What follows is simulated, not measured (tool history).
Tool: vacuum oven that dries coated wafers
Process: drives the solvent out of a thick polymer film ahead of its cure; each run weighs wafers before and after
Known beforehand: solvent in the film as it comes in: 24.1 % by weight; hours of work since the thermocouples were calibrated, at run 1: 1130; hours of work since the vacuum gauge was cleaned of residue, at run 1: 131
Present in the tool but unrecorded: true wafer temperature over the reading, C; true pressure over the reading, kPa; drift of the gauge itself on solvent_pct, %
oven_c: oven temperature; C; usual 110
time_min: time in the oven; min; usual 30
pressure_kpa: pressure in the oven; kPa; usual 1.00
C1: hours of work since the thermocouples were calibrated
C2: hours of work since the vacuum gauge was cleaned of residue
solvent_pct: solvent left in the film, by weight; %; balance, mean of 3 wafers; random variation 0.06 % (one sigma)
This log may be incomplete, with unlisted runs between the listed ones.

run 1 hour=0.0 | oven_c=110 time_min=30 pressure_kpa=1.00 | C1=1130 C2=131 | solvent_pct=2.74
run 2 hour=15.0 | oven_c=110 time_min=52 pressure_kpa=1.00 | C1=1142 C2=143 | solvent_pct=1.81
run 3 hour=39.2 | oven_c=110 time_min=52 pressure_kpa=3.11 | C1=1161 C2=162 | solvent_pct=5.15
run 4 hour=61.1 | oven_c=110 time_min=52 pressure_kpa=3.11 | C1=1179 C2=179 | solvent_pct=5.09
run 5 hour=74.6 | oven_c=110 time_min=52 pressure_kpa=3.11 | C1=1189 C2=190 | solvent_pct=5.09
run 6 hour=97.5 | oven_c=110 time_min=30 pressure_kpa=1.00 | C1=1207 C2=208 | solvent_pct=2.65
run 7 hour=112.5 | oven_c=110 time_min=30 pressure_kpa=1.00 | C1=1219 C2=220 | solvent_pct=2.56
run 8 hour=132.9 | oven_c=110 time_min=30 pressure_kpa=1.00 | C1=1235 C2=236 | solvent_pct=2.59
run 9 hour=145.6 | oven_c=110 time_min=30 pressure_kpa=1.00 | C1=1245 C2=246 | solvent_pct=2.67
run 10 hour=162.0 | oven_c=110 time_min=30 pressure_kpa=1.00 | C1=1258 C2=259 | solvent_pct=2.72
run 11 hour=180.7 | oven_c=110 time_min=30 pressure_kpa=1.00 | C1=1273 C2=273 | solvent_pct=2.77
run 12 hour=195.7 | oven_c=117 time_min=30 pressure_kpa=1.00 | C1=1284 C2=285 | solvent_pct=1.67
run 13 hour=215.6 | oven_c=117 time_min=30 pressure_kpa=1.00 | C1=1300 C2=301 | solvent_pct=1.66
run 14 hour=239.7 | oven_c=110 time_min=48 pressure_kpa=1.00 | C1=1319 C2=320 | solvent_pct=1.83
run 15 hour=251.7 | oven_c=110 time_min=48 pressure_kpa=1.00 | C1=1329 C2=329 | solvent_pct=1.86
run 16 hour=263.7 | oven_c=110 time_min=19 pressure_kpa=3.32 | C1=1338 C2=339 | solvent_pct=7.79
run 17 hour=279.8 | oven_c=112 time_min=19 pressure_kpa=3.92 | C1=1351 C2=351 | solvent_pct=7.64
run 18 hour=292.1 | oven_c=123 time_min=30 pressure_kpa=1.00 | C1=1360 C2=361 | solvent_pct=1.15
run 19 hour=311.3 | oven_c=123 time_min=30 pressure_kpa=1.00 | C1=1376 C2=376 | solvent_pct=1.28
run 20 hour=331.5 | oven_c=96 time_min=30 pressure_kpa=1.81 | C1=1391 C2=392 | solvent_pct=9.09
-- hour=348.2 oven's thermocouples calibrated
run 21 hour=354.3 | oven_c=96 time_min=30 pressure_kpa=1.81 | C1=5 C2=408 | solvent_pct=10.55
run 22 hour=367.5 | oven_c=96 time_min=28 pressure_kpa=0.86 | C1=15 C2=419 | solvent_pct=9.24
run 23 hour=385.9 | oven_c=125 time_min=30 pressure_kpa=2.82 | C1=30 C2=433 | solvent_pct=3.33
run 24 hour=411.4 | oven_c=116 time_min=25 pressure_kpa=1.69 | C1=50 C2=453 | solvent_pct=3.65
run 25 hour=437.6 | oven_c=124 time_min=25 pressure_kpa=1.52 | C1=70 C2=474 | solvent_pct=2.11
run 26 hour=448.8 | oven_c=114 time_min=19 pressure_kpa=1.15 | C1=79 C2=483 | solvent_pct=4.66
run 27 hour=462.8 | oven_c=115 time_min=19 pressure_kpa=2.05 | C1=90 C2=494 | solvent_pct=5.61
run 28 hour=482.8 | oven_c=115 time_min=19 pressure_kpa=2.05 | C1=106 C2=510 | solvent_pct=5.44
run 29 hour=503.1 | oven_c=109 time_min=54 pressure_kpa=1.21 | C1=122 C2=526 | solvent_pct=2.89
run 30 hour=525.1 | oven_c=110 time_min=33 pressure_kpa=2.17 | C1=139 C2=543 | solvent_pct=5.28

For each run, the measured value with the value that run would have given without the tool's hidden condition subtracted. The run-to-run variation is shared by both, the gauge scatter possibly not:
run=1 solvent_pct=-0.57
run=2 solvent_pct=-0.19
run=3 solvent_pct=-0.49
run=4 solvent_pct=-0.47
run=5 solvent_pct=-0.48
run=6 solvent_pct=-0.56
run=7 solvent_pct=-0.55
run=8 solvent_pct=-0.55
run=9 solvent_pct=-0.55
run=10 solvent_pct=-0.56
run=11 solvent_pct=-0.54
run=12 solvent_pct=-0.22
run=13 solvent_pct=-0.21
run=14 solvent_pct=-0.15
run=15 solvent_pct=-0.15
run=16 solvent_pct=-1.12
run=17 solvent_pct=-1.07
run=18 solvent_pct=-0.04
run=19 solvent_pct=-0.03
run=20 solvent_pct=-1.21
run=21 solvent_pct=+0.45
run=22 solvent_pct=+0.45
run=23 solvent_pct=+0.20
run=24 solvent_pct=+0.28
run=25 solvent_pct=+0.22
run=26 solvent_pct=+0.30
run=27 solvent_pct=+0.29
run=28 solvent_pct=+0.28
run=29 solvent_pct=+0.38
run=30 solvent_pct=+0.36
